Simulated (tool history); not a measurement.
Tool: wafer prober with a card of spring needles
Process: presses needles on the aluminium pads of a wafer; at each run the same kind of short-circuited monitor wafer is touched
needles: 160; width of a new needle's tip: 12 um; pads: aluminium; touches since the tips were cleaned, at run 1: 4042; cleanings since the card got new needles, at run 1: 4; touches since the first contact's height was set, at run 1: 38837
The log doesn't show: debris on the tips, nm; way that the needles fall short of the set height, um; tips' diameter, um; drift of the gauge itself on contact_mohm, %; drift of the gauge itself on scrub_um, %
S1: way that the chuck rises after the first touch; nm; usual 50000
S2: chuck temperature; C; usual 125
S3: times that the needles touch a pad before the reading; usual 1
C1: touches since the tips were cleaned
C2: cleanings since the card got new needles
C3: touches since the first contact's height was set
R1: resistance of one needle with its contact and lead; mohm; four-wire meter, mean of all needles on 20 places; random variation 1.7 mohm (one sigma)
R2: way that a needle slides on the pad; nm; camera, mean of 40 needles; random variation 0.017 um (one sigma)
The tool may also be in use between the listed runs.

run 1 hour=0.0 | S1=50000 S2=125 S3=1 | C1=4042 C2=4 C3=38837 | R1=169 R2=8380
-- hour=7.9 tips cleaned on abrasive film
run 2 hour=17.1 | S1=55000 S2=125 S3=1 | C1=4078 C2=5 C3=46409 | R1=170 R2=9230
-- hour=27.0 tips cleaned on abrasive film
-- hour=47.2 tips cleaned on abrasive film
run 3 hour=55.5 | S1=55000 S2=125 S3=1 | C1=3690 C2=7 C3=63462 | R1=167 R2=9230
-- hour=64.6 tips cleaned on abrasive film
run 4 hour=81.0 | S1=70000 S2=125 S3=1 | C1=7297 C2=8 C3=74796 | R1=165 R2=11720
-- hour=84.1 tips cleaned on abrasive film
-- hour=101.8 tips cleaned on abrasive film
run 5 hour=113.6 | S1=70000 S2=125 S3=1 | C1=5238 C2=10 C3=89262 | R1=169 R2=11780
-- hour=120.0 tips cleaned on abrasive film
-- hour=139.2 tips cleaned on abrasive film
run 6 hour=142.8 | S1=70000 S2=125 S3=1 | C1=1602 C2=12 C3=102230 | R1=170 R2=11760
-- hour=158.3 tips cleaned on abrasive film
run 7 hour=172.0 | S1=70000 S2=125 S3=1 | C1=6089 C2=13 C3=115192 | R1=167 R2=11720
-- hour=176.3 tips cleaned on abrasive film
run 8 hour=188.0 | S1=70000 S2=125 S3=1 | C1=5227 C2=14 C3=122316 | R1=168 R2=11750
-- hour=195.3 tips cleaned on abrasive film
-- hour=213.7 tips cleaned on abrasive film
run 9 hour=227.0 | S1=50000 S2=125 S3=1 | C1=5936 C2=16 C3=139635 | R1=173 R2=8370
-- hour=232.8 tips cleaned on abrasive film
run 10 hour=244.6 | S1=50000 S2=91 S3=1 | C1=5264 C2=17 C3=147439 | R1=162 R2=8390
-- hour=250.1 tips cleaned on abrasive film
run 11 hour=261.2 | S1=50000 S2=125 S3=3 | C1=4966 C2=18 C3=154799 | R1=172 R2=8360
-- hour=268.0 tips cleaned on abrasive film
-- hour=274.1 height of the first contact set anew
-- hour=285.4 tips cleaned on abrasive film
run 12 hour=285.4 | S1=50000 S2=125 S3=3 | C1=0 C2=20 C3=4998 | R1=174 R2=8340
run 13 hour=301.6 | S1=50000 S2=125 S3=3 | C1=7234 C2=20 C3=12232 | R1=173 R2=8380
-- hour=305.2 tips cleaned on abrasive film
-- hour=322.9 tips cleaned on abrasive film
-- hour=340.1 tips cleaned on abrasive film
run 14 hour=340.1 | S1=50000 S2=125 S3=3 | C1=0 C2=23 C3=29294 | R1=171 R2=8380
-- hour=357.4 tips cleaned on abrasive film
run 15 hour=357.4 | S1=50000 S2=125 S3=3 | C1=0 C2=24 C3=36953 | R1=167 R2=8400
-- hour=375.2 tips cleaned on abrasive film
-- hour=392.1 tips cleaned on abrasive film
run 16 hour=397.0 | S1=48000 S2=125 S3=1 | C1=2174 C2=26 C3=54529 | R1=172 R2=8040
-- hour=411.0 tips cleaned on abrasive film
run 17 hour=424.6 | S1=48000 S2=125 S3=1 | C1=6057 C2=27 C3=66820 | R1=169 R2=8050
-- hour=431.1 tips cleaned on abrasive film
-- hour=448.9 tips cleaned on abrasive film
run 18 hour=461.4 | S1=55000 S2=125 S3=2 | C1=5598 C2=29 C3=83165 | R1=171 R2=9210
-- hour=467.3 tips cleaned on abrasive film
-- hour=484.6 tips cleaned on abrasive film
run 19 hour=497.0 | S1=59000 S2=99 S3=1 | C1=5530 C2=31 C3=98971 | R1=165 R2=9920
-- hour=501.8 tips cleaned on abrasive film
-- hour=520.4 tips cleaned on abrasive film
run 20 hour=532.2 | S1=59000 S2=99 S3=1 | C1=5272 C2=33 C3=114596 | R1=165 R2=9890
-- hour=537.9 tips cleaned on abrasive film
run 21 hour=551.4 | S1=59000 S2=99 S3=1 | C1=6006 C2=34 C3=123092 | R1=163 R2=9910
-- hour=556.9 tips cleaned on abrasive film
-- hour=575.5 tips cleaned on abrasive film
run 22 hour=584.7 | S1=59000 S2=99 S3=3 | C1=4095 C2=36 C3=137854 | R1=163 R2=9890
-- hour=593.2 tips cleaned on abrasive film
-- hour=610.7 tips cleaned on abrasive film
run 23 hour=617.5 | S1=59000 S2=99 S3=2 | C1=3058 C2=38 C3=152444 | R1=164 R2=9930
-- hour=628.8 tips cleaned on abrasive film
-- hour=634.7 height of the first contact set anew
run 24 hour=643.5 | S1=59000 S2=99 S3=2 | C1=6427 C2=39 C3=3964 | R1=163 R2=9890
-- hour=646.9 tips cleaned on abrasive film
-- hour=665.7 tips cleaned on abrasive film
run 25 hour=675.2 | S1=68000 S2=57 S3=1 | C1=4212 C2=41 C3=17989 | R1=153 R2=11420
-- hour=682.9 tips cleaned on abrasive film
-- hour=701.1 tips cleaned on abrasive film
run 26 hour=706.3 | S1=62000 S2=43 S3=1 | C1=2328 C2=43 C3=31792 | R1=151 R2=10430
-- hour=718.7 tips cleaned on abrasive film
-- hour=738.1 tips cleaned on abrasive film
run 27 hour=742.4 | S1=62000 S2=43 S3=1 | C1=1928 C2=45 C3=47811 | R1=153 R2=10380
-- hour=756.0 tips cleaned on abrasive film
run 28 hour=762.1 | S1=62000 S2=94 S3=1 | C1=2726 C2=46 C3=56551 | R1=164 R2=10420
-- hour=774.4 tips cleaned on abrasive film
-- hour=791.4 tips cleaned on abrasive film
run 29 hour=796.1 | S1=68000 S2=115 S3=3 | C1=2123 C2=48 C3=71656 | R1=166 R2=11400

Hidden state at the last listed run before each entry between runs and at the first one after, where it differs:
Between runs 1 and 2: tips cleaned on abrasive film (hour 7.9)
  debris on the tips, nm: 0.6 -> 0.5
Between runs 2 and 3: tips cleaned on abrasive film (hour 27.0); tips cleaned on abrasive film (hour 47.2)
  no hidden state differs between the two runs
Between runs 3 and 4: tips cleaned on abrasive film (hour 64.6)
  debris on the tips, nm: 0.5 -> 0.7
Between runs 4 and 5: tips cleaned on abrasive film (hour 84.1); tips cleaned on abrasive film (hour 101.8)
  debris on the tips, nm: 0.7 -> 0.6
Between runs 5 and 6: tips cleaned on abrasive film (hour 120.0); tips cleaned on abrasive film (hour 139.2)
  debris on the tips, nm: 0.6 -> 0.3; way that the needles fall short of the set height, um: 0 -> 0.01
Between runs 6 and 7: tips cleaned on abrasive film (hour 158.3)
  debris on the tips, nm: 0.3 -> 0.6
Between runs 7 and 8: tips cleaned on abrasive film (hour 176.3)
  no hidden state differs between the two runs
Between runs 8 and 9: tips cleaned on abrasive film (hour 195.3); tips cleaned on abrasive film (hour 213.7)
  no hidden state differs between the two runs
Between runs 9 and 10: tips cleaned on abrasive film (hour 232.8)
  no hidden state differs between the two runs
Between runs 10 and 11: tips cleaned on abrasive film (hour 250.1)
  no hidden state differs between the two runs
Between runs 11 and 12: tips cleaned on abrasive film (hour 268.0); height of the first contact set anew (hour 274.1); tips cleaned on abrasive film (hour 285.4)
  debris on the tips, nm: 0.6 -> 0.1; way that the needles fall short of the set height, um: 0.01 -> 0
Between runs 13 and 14: tips cleaned on abrasive film (hour 305.2); tips cleaned on abrasive film (hour 322.9); tips cleaned on abrasive film (hour 340.1)
  debris on the tips, nm: 0.7 -> 0.1
Between runs 14 and 15: tips cleaned on abrasive film (hour 357.4)
  no hidden state differs between the two runs
Between runs 15 and 16: tips cleaned on abrasive film (hour 375.2); tips cleaned on abrasive film (hour 392.1)
  debris on the tips, nm: 0.1 -> 0.4
Between runs 16 and 17: tips cleaned on abrasive film (hour 411.0)
  debris on the tips, nm: 0.4 -> 0.6
Between runs 17 and 18: tips cleaned on abrasive film (hour 431.1); tips cleaned on abrasive film (hour 448.9)
  way that the needles fall short of the set height, um: 0 -> 0.01; tips' diameter, um: 12 -> 12.01
Between runs 18 and 19: tips cleaned on abrasive film (hour 467.3); tips cleaned on abrasive film (hour 484.6)
  no hidden state differs between the two runs
Between runs 19 and 20: tips cleaned on abrasive film (hour 501.8); tips cleaned on abrasive film (hour 520.4)
  no hidden state differs between the two runs
Between runs 20 and 21: tips cleaned on abrasive film (hour 537.9)
  no hidden state differs between the two runs
Between runs 21 and 22: tips cleaned on abrasive film (hour 556.9); tips cleaned on abrasive film (hour 575.5)
  debris on the tips, nm: 0.6 -> 0.5
Between runs 22 and 23: tips cleaned on abrasive film (hour 593.2); tips cleaned on abrasive film (hour 610.7)
  debris on the tips, nm: 0.5 -> 0.4
Between runs 23 and 24: tips cleaned on abrasive film (hour 628.8); height of the first contact set anew (hour 634.7)
  debris on the tips, nm: 0.4 -> 0.7; way that the needles fall short of the set height, um: 0.01 -> 0
Between runs 24 and 25: tips cleaned on abrasive film (hour 646.9); tips cleaned on abrasive film (hour 665.7)
  debris on the tips, nm: 0.7 -> 0.5
Between runs 25 and 26: tips cleaned on abrasive film (hour 682.9); tips cleaned on abrasive film (hour 701.1)
  debris on the tips, nm: 0.5 -> 0.4
Between runs 26 and 27: tips cleaned on abrasive film (hour 718.7); tips cleaned on abrasive film (hour 738.1)
  debris on the tips, nm: 0.4 -> 0.3
Between runs 27 and 28: tips cleaned on abrasive film (hour 756.0)
  debris on the tips, nm: 0.3 -> 0.4
Between runs 28 and 29: tips cleaned on abrasive film (hour 774.4); tips cleaned on abrasive film (hour 791.4)
  debris on the tips, nm: 0.4 -> 0.3
